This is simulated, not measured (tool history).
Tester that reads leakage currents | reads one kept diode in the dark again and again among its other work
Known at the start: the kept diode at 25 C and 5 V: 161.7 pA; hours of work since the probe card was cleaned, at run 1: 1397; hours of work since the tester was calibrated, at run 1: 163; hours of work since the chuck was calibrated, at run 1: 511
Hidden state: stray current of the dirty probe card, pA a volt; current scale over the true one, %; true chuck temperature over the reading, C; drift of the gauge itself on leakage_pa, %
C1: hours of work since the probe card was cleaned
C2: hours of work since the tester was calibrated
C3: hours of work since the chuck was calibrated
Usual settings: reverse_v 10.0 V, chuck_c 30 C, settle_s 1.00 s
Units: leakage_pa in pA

run 1 day=0.000 | reverse_v=10.0 chuck_c=30 settle_s=1.00 | C1=1397 C2=163 C3=511 | leakage_pa=317.84
run 2 day=1.621 | reverse_v=14.5 chuck_c=30 settle_s=1.00 | C1=1421 C2=187 C3=535 | leakage_pa=382.24
-- day=3.367 chuck's temperature calibrated
run 3 day=3.408 | reverse_v=10.0 chuck_c=28 settle_s=1.00 | C1=1445 C2=211 C3=1 | leakage_pa=300.44
run 4 day=5.000 | reverse_v=10.0 chuck_c=30 settle_s=1.00 | C1=1468 C2=234 C3=23 | leakage_pa=348.60
run 5 day=5.946 | reverse_v=10.0 chuck_c=30 settle_s=1.00 | C1=1482 C2=248 C3=37 | leakage_pa=349.41
run 6 day=7.412 | reverse_v=10.0 chuck_c=30 settle_s=1.00 | C1=1503 C2=269 C3=58 | leakage_pa=347.38
-- day=7.967 probe card cleaned and baked
run 7 day=8.479 | reverse_v=10.0 chuck_c=30 settle_s=1.00 | C1=7 C2=282 C3=72 | leakage_pa=337.30
run 8 day=9.812 | reverse_v=10.0 chuck_c=30 settle_s=1.00 | C1=26 C2=301 C3=91 | leakage_pa=336.71
run 9 day=11.583 | reverse_v=10.0 chuck_c=30 settle_s=1.00 | C1=52 C2=327 C3=116 | leakage_pa=335.54
run 10 day=12.871 | reverse_v=10.0 chuck_c=30 settle_s=1.00 | C1=70 C2=345 C3=135 | leakage_pa=334.17
run 11 day=14.483 | reverse_v=9.4 chuck_c=30 settle_s=1.00 | C1=94 C2=368 C3=158 | leakage_pa=322.54
run 12 day=16.183 | reverse_v=9.4 chuck_c=30 settle_s=1.00 | C1=118 C2=393 C3=182 | leakage_pa=321.95
run 13 day=17.125 | reverse_v=9.4 chuck_c=30 settle_s=1.00 | C1=132 C2=406 C3=196 | leakage_pa=318.27
run 14 day=18.929 | reverse_v=9.4 chuck_c=30 settle_s=1.00 | C1=158 C2=432 C3=222 | leakage_pa=320.16
run 15 day=20.608 | reverse_v=1.7 chuck_c=30 settle_s=1.00 | C1=182 C2=456 C3=246 | leakage_pa=139.37
run 16 day=22.396 | reverse_v=1.7 chuck_c=30 settle_s=1.00 | C1=207 C2=482 C3=272 | leakage_pa=138.71
run 17 day=24.388 | reverse_v=10.0 chuck_c=30 settle_s=1.00 | C1=236 C2=511 C3=300 | leakage_pa=325.03
run 18 day=25.725 | reverse_v=10.0 chuck_c=30 settle_s=1.00 | C1=255 C2=530 C3=319 | leakage_pa=323.74
run 19 day=26.638 | reverse_v=10.0 chuck_c=30 settle_s=1.00 | C1=268 C2=543 C3=333 | leakage_pa=321.79
run 20 day=28.454 | reverse_v=10.0 chuck_c=30 settle_s=1.00 | C1=294 C2=569 C3=359 | leakage_pa=322.91
run 21 day=30.475 | reverse_v=9.0 chuck_c=23 settle_s=5.06 | C1=323 C2=598 C3=388 | leakage_pa=170.77
run 22 day=31.762 | reverse_v=13.8 chuck_c=32 settle_s=2.51 | C1=342 C2=617 C3=406 | leakage_pa=437.70
run 23 day=33.342 | reverse_v=7.8 chuck_c=32 settle_s=2.51 | C1=365 C2=639 C3=429 | leakage_pa=329.59
run 24 day=34.692 | reverse_v=14.4 chuck_c=48 settle_s=0.59 | C1=384 C2=659 C3=448 | leakage_pa=1486.89
run 25 day=36.571 | reverse_v=6.0 chuck_c=31 settle_s=0.77 | C1=411 C2=686 C3=475 | leakage_pa=267.89
run 26 day=37.500 | reverse_v=6.0 chuck_c=31 settle_s=0.77 | C1=424 C2=699 C3=489 | leakage_pa=268.36
run 27 day=39.562 | reverse_v=6.0 chuck_c=31 settle_s=0.77 | C1=454 C2=729 C3=518 | leakage_pa=266.70
run 28 day=41.233 | reverse_v=1.4 chuck_c=29 settle_s=0.77 | C1=478 C2=753 C3=542 | leakage_pa=111.57
-- day=42.554 chuck's temperature calibrated
run 29 day=42.767 | reverse_v=1.4 chuck_c=35 settle_s=1.80 | C1=499 C2=774 C3=3 | leakage_pa=196.92
run 30 day=44.450 | reverse_v=1.4 chuck_c=20 settle_s=7.22 | C1=523 C2=798 C3=27 | leakage_pa=57.55

Forecast run 31:
run 31 day=45.521 | reverse_v=1.4 chuck_c=20 settle_s=7.22 | C1=538 C2=813 C3=43 | leakage_pa=?

leakage_pa: 57.58 pA
Without the tool's hidden state the same run would have given leakage_pa 57.98 pA.
